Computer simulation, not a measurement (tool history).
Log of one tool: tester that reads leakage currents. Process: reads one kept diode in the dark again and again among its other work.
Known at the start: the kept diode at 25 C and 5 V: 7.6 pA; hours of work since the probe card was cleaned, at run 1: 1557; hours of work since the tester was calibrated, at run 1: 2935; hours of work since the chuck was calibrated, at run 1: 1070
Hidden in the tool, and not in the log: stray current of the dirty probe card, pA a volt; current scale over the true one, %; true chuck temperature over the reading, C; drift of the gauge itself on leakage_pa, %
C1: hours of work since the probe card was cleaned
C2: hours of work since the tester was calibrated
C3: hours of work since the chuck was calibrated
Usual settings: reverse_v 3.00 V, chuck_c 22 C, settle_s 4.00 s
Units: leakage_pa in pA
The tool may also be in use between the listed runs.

Run 1, hour 0.0: usual settings; C1 1557; C2 2935; C3 1070. Result: leakage_pa 4.68 pA.
Run 2, hour 90.7: usual settings; C1 1616; C2 2994; C3 1129. Result: leakage_pa 4.58 pA.
Run 3, hour 180.2: usual settings; C1 1674; C2 3052; C3 1187. Result: leakage_pa 4.61 pA.
Run 4, hour 295.1: usual settings but settle_s 8.84 s; C1 1748; C2 3127; C3 1261. Result: leakage_pa 4.59 pA.
Run 5, hour 432.0: usual settings but settle_s 8.84 s; C1 1837; C2 3215; C3 1350. Result: leakage_pa 4.56 pA.
Run 6, hour 527.4: usual settings; C1 1899; C2 3277; C3 1412. Result: leakage_pa 4.63 pA.
Run 7, hour 626.9: usual settings; C1 1963; C2 3342; C3 1476. Result: leakage_pa 4.69 pA.
Run 8, hour 756.8: usual settings; C1 2047; C2 3426; C3 1561. Result: leakage_pa 4.66 pA.
Run 9, hour 824.1: usual settings; C1 2091; C2 3469; C3 1604. Result: leakage_pa 4.65 pA.
At hour 927.4: probe card cleaned and baked.
Run 10, hour 927.4: usual settings but reverse_v 1.11 V; C1 0; C2 3534; C3 1669. Result: leakage_pa 2.84 pA.
At hour 1041.6: chuck's temperature calibrated.
Run 11, hour 1048.4: usual settings but settle_s 2.90 s; C1 77; C2 3612; C3 4. Result: leakage_pa 4.71 pA.
Run 12, hour 1196.4: usual settings but reverse_v 1.92 V, chuck_c 29 C, settle_s 0.58 s; C1 173; C2 3707; C3 100. Result: leakage_pa 7.33 pA.
Run 13, hour 1293.6: usual settings but reverse_v 1.44 V, chuck_c 30 C, settle_s 0.32 s; C1 236; C2 3770; C3 163. Result: leakage_pa 7.09 pA.
Run 14, hour 1358.5: usual settings but reverse_v 2.06 V, chuck_c 59 C, settle_s 0.92 s; C1 278; C2 3812; C3 205. Result: leakage_pa 81.49 pA.
Run 15, hour 1437.5: usual settings but reverse_v 3.23 V; C1 329; C2 3864; C3 256. Result: leakage_pa 4.87 pA.
Run 16, hour 1520.4: usual settings but reverse_v 13.65 V; C1 383; C2 3917; C3 310. Result: leakage_pa 9.91 pA.
Run 17, hour 1628.9: usual settings but reverse_v 10.00 V, chuck_c 36 C; C1 453; C2 3988; C3 381. Result: leakage_pa 28.16 pA.
Run 18, hour 1694.9: usual settings but reverse_v 4.59 V, chuck_c 43 C, settle_s 1.07 s; C1 496; C2 4030; C3 423. Result: leakage_pa 35.08 pA.

Forecast each of these 5 alternatives for the next run:
Run A, hour 1799.2: usual settings but settle_s 2.61 s; C1 564; C2 4098; C3 491. Result: leakage_pa ?.
Run B, hour 1799.2: usual settings but chuck_c 21 C; C1 564; C2 4098; C3 491. Result: leakage_pa ?.
Run C, hour 1799.2: usual settings but reverse_v 2.01 V, chuck_c 30 C, settle_s 3.42 s; C1 564; C2 4098; C3 491. Result: leakage_pa ?.
Run D, hour 1799.2: usual settings but reverse_v 1.61 V, chuck_c 48 C, settle_s 5.53 s; C1 564; C2 4098; C3 491. Result: leakage_pa ?.
Run E, hour 1799.2: usual settings but reverse_v 1.03 V, chuck_c 21 C, settle_s 2.13 s; C1 564; C2 4098; C3 491. Result: leakage_pa ?.

run  leakage_pa
  A        4.77
  B        4.28
  C        7.86
  D       31.05
  E        2.54
Without the tool's hidden state the same runs would have given:
run  leakage_pa
  A        4.76
  B        4.28
  C        7.86
  D       31.05
  E        2.54
